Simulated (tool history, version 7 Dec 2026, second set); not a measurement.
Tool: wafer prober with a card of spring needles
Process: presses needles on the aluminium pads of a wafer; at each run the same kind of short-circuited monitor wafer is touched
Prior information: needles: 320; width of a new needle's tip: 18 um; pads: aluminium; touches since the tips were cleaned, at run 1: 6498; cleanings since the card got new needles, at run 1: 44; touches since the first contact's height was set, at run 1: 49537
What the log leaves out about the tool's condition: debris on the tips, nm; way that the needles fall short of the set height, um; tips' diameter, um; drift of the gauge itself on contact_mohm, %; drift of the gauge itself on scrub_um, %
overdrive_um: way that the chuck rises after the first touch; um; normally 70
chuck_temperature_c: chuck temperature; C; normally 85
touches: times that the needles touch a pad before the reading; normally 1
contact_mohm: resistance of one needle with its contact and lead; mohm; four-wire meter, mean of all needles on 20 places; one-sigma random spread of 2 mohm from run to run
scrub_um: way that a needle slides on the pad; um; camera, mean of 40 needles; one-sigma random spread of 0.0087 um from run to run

run     day  overdrive_um  chuck_temperature_c  touches  touches since the tips were cleaned  cleanings since the card got new needles  touches since the first contact's height was set  contact_mohm  scrub_um
  1   0.000            70                   85        1                                 6498                                        44                                             49537           211    11.474
      0.242  -- tips cleaned on abrasive film
      1.375  -- tips cleaned on abrasive film
  2   1.708            70                   85        1                                 2476                                        46                                             62161           213    11.466
      2.717  -- tips cleaned on abrasive film
  3   3.392            70                   85        1                                 4991                                        47                                             74603           212    11.443
      4.021  -- tips cleaned on abrasive film
      5.179  -- tips cleaned on abrasive film
  4   5.642            70                   85        1                                 3424                                        49                                             91229           215    11.435
      6.417  -- tips cleaned on abrasive film
      7.596  -- tips cleaned on abrasive film
  5   7.596            70                   85        1                                    0                                        51                                            105685           216    11.435
      8.721  -- tips cleaned on abrasive film
      9.096  -- height of the first contact set anew
      9.975  -- tips cleaned on abrasive film
  6  10.246            70                   85        1                                 2006                                        53                                              8499           215    11.416
     11.117  -- tips cleaned on abrasive film
     12.229  -- tips cleaned on abrasive film
  7  12.712            75                   85        1                                 3579                                        55                                             26740           210    12.210
     13.479  -- tips cleaned on abrasive film
  8  13.958            75                   85        1                                 3573                                        56                                             35949           216    12.210
     14.783  -- tips cleaned on abrasive film
  9  15.642            70                   85        1                                 6376                                        57                                             48404           211    11.377
     15.971  -- tips cleaned on abrasive film
 10  16.792            70                   85        2                                 6084                                        58                                             56902           212    11.377
     17.088  -- tips cleaned on abrasive film
 11  18.129            70                   85        1                                 7736                                        59                                             66793           213    11.367
     18.300  -- tips cleaned on abrasive film
     19.533  -- tips cleaned on abrasive film
 12  19.638            70                   85        1                                  760                                        61                                             77929           212    11.362
     20.783  -- tips cleaned on abrasive film
     21.908  -- tips cleaned on abrasive film
 13  22.362            70                   85        1                                 3357                                        63                                             98081           212    11.333
     23.112  -- tips cleaned on abrasive film
     24.250  -- tips cleaned on abrasive film
     24.842  -- height of the first contact set anew
 14  24.842            70                   85        1                                 4310                                        65                                                 0           216    11.321
     25.596  -- tips cleaned on abrasive film
 15  26.171            70                   85        2                                 4266                                        66                                              9816           215    11.320
     26.758  -- tips cleaned on abrasive film
 16  27.838            70                   85        2                                 8010                                        67                                             22159           211    11.311
     27.958  -- tips cleaned on abrasive film
     29.200  -- tips cleaned on abrasive film
 17  29.200            70                   68        2                                    0                                        69                                             32186           206    11.294
     30.392  -- tips cleaned on abrasive film
 18  30.446            57                   49        1                                  400                                        70                                             41416           210     9.208
     31.671  -- tips cleaned on abrasive film
     32.875  -- tips cleaned on abrasive film
 19  33.117            54                   46        1                                 1774                                        72                                             61154           208     8.698
     34.067  -- tips cleaned on abrasive film
     35.188  -- tips cleaned on abrasive film
 20  35.238            54                   46        1                                  361                                        74                                             76834           207     8.673
     36.429  -- tips cleaned on abrasive film
 21  36.588            54                   46        1                                 1161                                        75                                             86819           211     8.675
     37.625  -- tips cleaned on abrasive film
     38.875  -- tips cleaned on abrasive film
 22  39.050            64                   37        1                                 1277                                        77                                            105029           204    10.275
     39.512  -- gauge calibrated
     40.058  -- tips cleaned on abrasive film
     40.683  -- height of the first contact set anew
 23  40.738            61                   44        2                                 4944                                        78                                               383           205     9.980
     41.258  -- tips cleaned on abrasive film
 24  41.942            66                   85        1                                 5079                                        79                                              9301           217    10.815
     42.475  -- tips cleaned on abrasive film
 25  43.042            66                   91        1                                 4210                                        80                                             17423           215    10.812
     43.638  -- tips cleaned on abrasive film
 26  44.375            71                   54        1                                 5451                                        81                                             27272           206    11.618
     44.846  -- tips cleaned on abrasive film
     46.025  -- tips cleaned on abrasive film
 27  46.704            72                  125        1                                 5044                                        83                                             44514           219    11.764
     47.271  -- tips cleaned on abrasive film
     48.542  -- tips cleaned on abrasive film
 28  48.542            72                  125        1                                    0                                        85                                             58074           222    11.742
     49.667  -- tips cleaned on abrasive film
 29  50.304            70                  107        2                                 4712                                        86                                             71115           215    11.417
     50.979  -- tips cleaned on abrasive film
     52.158  -- tips cleaned on abrasive film
 30  52.729            68                   29        3                                 4231                                        88                                             89039           198    11.067
     53.388  -- tips cleaned on abrasive film
     54.517  -- tips cleaned on abrasive film
 31  54.638            73                   85        2                                  896                                        90                                            103137           210    11.853
     55.717  -- tips cleaned on abrasive film
     56.538  -- height of the first contact set anew
     56.904  -- tips cleaned on abrasive film
 32  57.208            62                   59        1                                 2259                                        92                                              4933           214    10.064

The same runs without the tool's hidden state, with the same run-to-run variation:
run  scrub_um
  1    11.475
  2    11.478
  3    11.466
  4    11.472
  5    11.484
  6    11.480
  7    12.295
  8    12.303
  9    11.474
 10    11.482
 11    11.481
 12    11.485
 13    11.474
 14    11.475
 15    11.482
 16    11.484
 17    11.476
 18     9.363
 19     8.857
 20     8.843
 21     8.852
 22    10.498
 23     9.987
 24    10.830
 25    10.833
 26    11.650
 27    11.811
 28    11.801
 29    11.485
 30    11.148
 31    11.953
 32    10.161
contact_mohm without the hidden state stays within 1 mohm of what was measured, in all runs.
